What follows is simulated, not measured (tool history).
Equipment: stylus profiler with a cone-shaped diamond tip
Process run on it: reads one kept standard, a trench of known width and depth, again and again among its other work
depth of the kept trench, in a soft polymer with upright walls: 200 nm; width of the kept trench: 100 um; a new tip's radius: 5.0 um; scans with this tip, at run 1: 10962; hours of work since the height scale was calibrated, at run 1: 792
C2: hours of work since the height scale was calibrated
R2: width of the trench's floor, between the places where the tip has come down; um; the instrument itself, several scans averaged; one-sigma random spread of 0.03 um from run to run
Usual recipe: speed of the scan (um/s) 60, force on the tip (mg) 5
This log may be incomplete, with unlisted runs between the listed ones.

Run 1, day 0: usual settings; scans with this tip 10962; C2 792. Result: depth of the trench (nm) 204.1, R2 96.97 um.
Run 2, day 1.392: usual settings; scans with this tip 11173; C2 807. Result: depth of the trench (nm) 203.95, R2 96.94 um.
Run 3, day 2.717: usual settings; scans with this tip 11374; C2 822. Result: depth of the trench (nm) 204.1, R2 96.97 um.
Run 4, day 3.908: usual settings; scans with this tip 11554; C2 835. Result: depth of the trench (nm) 204, R2 96.92 um.
Run 5, day 4.838: usual settings; scans with this tip 11695; C2 845. Result: depth of the trench (nm) 204.08, R2 96.95 um.
Run 6, day 5.504: usual settings but speed of the scan (um/s) 64; scans with this tip 11796; C2 852. Result: depth of the trench (nm) 204.03, R2 96.95 um.
Run 7, day 6.246: usual settings but speed of the scan (um/s) 48; scans with this tip 11909; C2 860. Result: depth of the trench (nm) 204.08, R2 96.98 um.
Run 8, day 7.129: usual settings but speed of the scan (um/s) 145; scans with this tip 12043; C2 870. Result: depth of the trench (nm) 204.1, R2 96.66 um.
Run 9, day 7.742: usual settings; scans with this tip 12136; C2 877. Result: depth of the trench (nm) 204.07, R2 96.96 um.
Run 10, day 8.821: usual settings but speed of the scan (um/s) 25; scans with this tip 12299; C2 888. Result: depth of the trench (nm) 204.09, R2 97.09 um.
Run 11, day 9.512: usual settings but speed of the scan (um/s) 37; scans with this tip 12404; C2 896. Result: depth of the trench (nm) 204.01, R2 97.06 um.
Run 12, day 10.904: usual settings; scans with this tip 12615; C2 911. Result: depth of the trench (nm) 204.13, R2 96.95 um.
Run 13, day 12.058: usual settings; scans with this tip 12790; C2 924. Result: depth of the trench (nm) 204.13, R2 96.98 um.
Run 14, day 13.308: usual settings but force on the tip (mg) 6.23; scans with this tip 12979; C2 938. Result: depth of the trench (nm) 204.76, R2 97.02 um.
Run 15, day 14.1: usual settings; scans with this tip 13099; C2 946. Result: depth of the trench (nm) 204.05, R2 96.91 um.
Run 16, day 15.467: usual settings but speed of the scan (um/s) 23; scans with this tip 13306; C2 961. Result: depth of the trench (nm) 204.03, R2 97.02 um.
Run 17, day 16.625: usual settings but speed of the scan (um/s) 23; scans with this tip 13482; C2 974. Result: depth of the trench (nm) 204.08, R2 97.06 um.
Run 18, day 17.604: usual settings but speed of the scan (um/s) 23; scans with this tip 13630; C2 985. Result: depth of the trench (nm) 204.02, R2 97.09 um.
Run 19, day 18.942: usual settings but speed of the scan (um/s) 23; scans with this tip 13833; C2 999. Result: depth of the trench (nm) 204.17, R2 97.09 um.
Run 20, day 20.108: usual settings but speed of the scan (um/s) 23; scans with this tip 14010; C2 1012. Result: depth of the trench (nm) 204.12, R2 97.1 um.
Run 21, day 21.283: usual settings but speed of the scan (um/s) 23; scans with this tip 14188; C2 1025. Result: depth of the trench (nm) 203.91, R2 97.08 um.
Run 22, day 22.388: usual settings but speed of the scan (um/s) 51, force on the tip (mg) 9.42; scans with this tip 14355; C2 1037. Result: depth of the trench (nm) 206.18, R2 97.05 um.
Run 23, day 23.483: usual settings but speed of the scan (um/s) 18, force on the tip (mg) 12.68; scans with this tip 14522; C2 1049. Result: depth of the trench (nm) 207.54, R2 97.1 um.
Run 24, day 24.908: usual settings but speed of the scan (um/s) 110, force on the tip (mg) 4.18; scans with this tip 14737; C2 1065. Result: depth of the trench (nm) 203.5, R2 96.74 um.
Run 25, day 25.604: usual settings but speed of the scan (um/s) 61, force on the tip (mg) 7.86; scans with this tip 14843; C2 1072. Result: depth of the trench (nm) 205.55, R2 96.97 um.
Run 26, day 26.233: usual settings but speed of the scan (um/s) 91, force on the tip (mg) 4.3; scans with this tip 14938; C2 1079. Result: depth of the trench (nm) 203.59, R2 96.82 um.
Run 27, day 27.321: usual settings but speed of the scan (um/s) 91, force on the tip (mg) 4.3; scans with this tip 15103; C2 1091. Result: depth of the trench (nm) 203.62, R2 96.81 um.
Run 28, day 28.221: usual settings but speed of the scan (um/s) 91, force on the tip (mg) 4.3; scans with this tip 15240; C2 1101. Result: depth of the trench (nm) 203.64, R2 96.83 um.
Run 29, day 29.579: usual settings but speed of the scan (um/s) 37; scans with this tip 15445; C2 1116. Result: depth of the trench (nm) 204.02, R2 97.03 um.
Run 30, day 30.442: usual settings but speed of the scan (um/s) 45, force on the tip (mg) 5.75; scans with this tip 15576; C2 1125. Result: depth of the trench (nm) 204.39, R2 97.03 um.
Run 31, day 31.071: usual settings but speed of the scan (um/s) 45, force on the tip (mg) 5.75; scans with this tip 15672; C2 1132. Result: depth of the trench (nm) 204.51, R2 97.03 um.
Run 32, day 31.717: usual settings but speed of the scan (um/s) 39, force on the tip (mg) 5.84; scans with this tip 15770; C2 1139. Result: depth of the trench (nm) 204.42, R2 97.04 um.
Run 33, day 33.046: usual settings but speed of the scan (um/s) 35, force on the tip (mg) 2.11; scans with this tip 15971; C2 1154. Result: depth of the trench (nm) 202.32, R2 96.93 um.
Run 34, day 34.412: usual settings but speed of the scan (um/s) 35, force on the tip (mg) 2.11; scans with this tip 16178; C2 1169. Result: depth of the trench (nm) 202.33, R2 97.04 um.
Run 35, day 35.329: usual settings but speed of the scan (um/s) 106, force on the tip (mg) 3.84; scans with this tip 16317; C2 1179. Result: depth of the trench (nm) 203.4, R2 96.69 um.
Run 36, day 35.95: usual settings but speed of the scan (um/s) 106, force on the tip (mg) 3.84; scans with this tip 16411; C2 1186. Result: depth of the trench (nm) 203.27, R2 96.69 um.
Run 37, day 37.025: usual settings but speed of the scan (um/s) 50, force on the tip (mg) 5.18; scans with this tip 16574; C2 1197. Result: depth of the trench (nm) 204.24, R2 96.99 um.
Run 38, day 38.417: usual settings but speed of the scan (um/s) 235, force on the tip (mg) 4.03; scans with this tip 16785; C2 1213. Result: depth of the trench (nm) 203.49, R2 96.15 um.
Run 39, day 39.629: usual settings but speed of the scan (um/s) 235, force on the tip (mg) 4.03; scans with this tip 16968; C2 1226. Result: depth of the trench (nm) 203.44, R2 96.14 um.
At day 39.983: new tip fitted, height scale calibrated.
Run 40, day 40.488: usual settings but speed of the scan (um/s) 235, force on the tip (mg) 3.53; scans with this tip 76; C2 6. Result: depth of the trench (nm) 203.2, R2 96.11 um.
Run 41, day 41.754: usual settings but force on the tip (mg) 1.84; scans with this tip 268; C2 19. Result: depth of the trench (nm) 202.05, R2 96.8 um.
Run 42, day 43.054: usual settings but speed of the scan (um/s) 54, force on the tip (mg) 7.55; scans with this tip 465; C2 34. Result: depth of the trench (nm) 205.37, R2 97.04 um.

Each row is a separate what-if for the run after 42, all from the same tool condition, not one after another. Results?
Run A, day 44.488: usual settings but force on the tip (mg) 2.46; scans with this tip 683; C2 49. Result: depth of the trench (nm) ?, R2 ?.
Run B, day 44.488: usual settings but speed of the scan (um/s) 54, force on the tip (mg) 2.61; scans with this tip 683; C2 49. Result: depth of the trench (nm) ?, R2 ?.
Run C, day 44.488: usual settings but speed of the scan (um/s) 64, force on the tip (mg) 2.03; scans with this tip 683; C2 49. Result: depth of the trench (nm) ?, R2 ?.
Run D, day 44.488: usual settings but speed of the scan (um/s) 54, force on the tip (mg) 8.32; scans with this tip 683; C2 49. Result: depth of the trench (nm) ?, R2 ?.

run  depth of the trench (nm)     R2
  A                    202.56  96.89
  B                    202.64  96.93
  C                    202.17  96.81
  D                    205.73  97.03
With no hidden state in the tool, these same runs would have given:
run  depth of the trench (nm)     R2
  A                    202.56  96.89
  B                    202.64  96.93
  C                    202.17  96.81
  D                    205.73  97.03
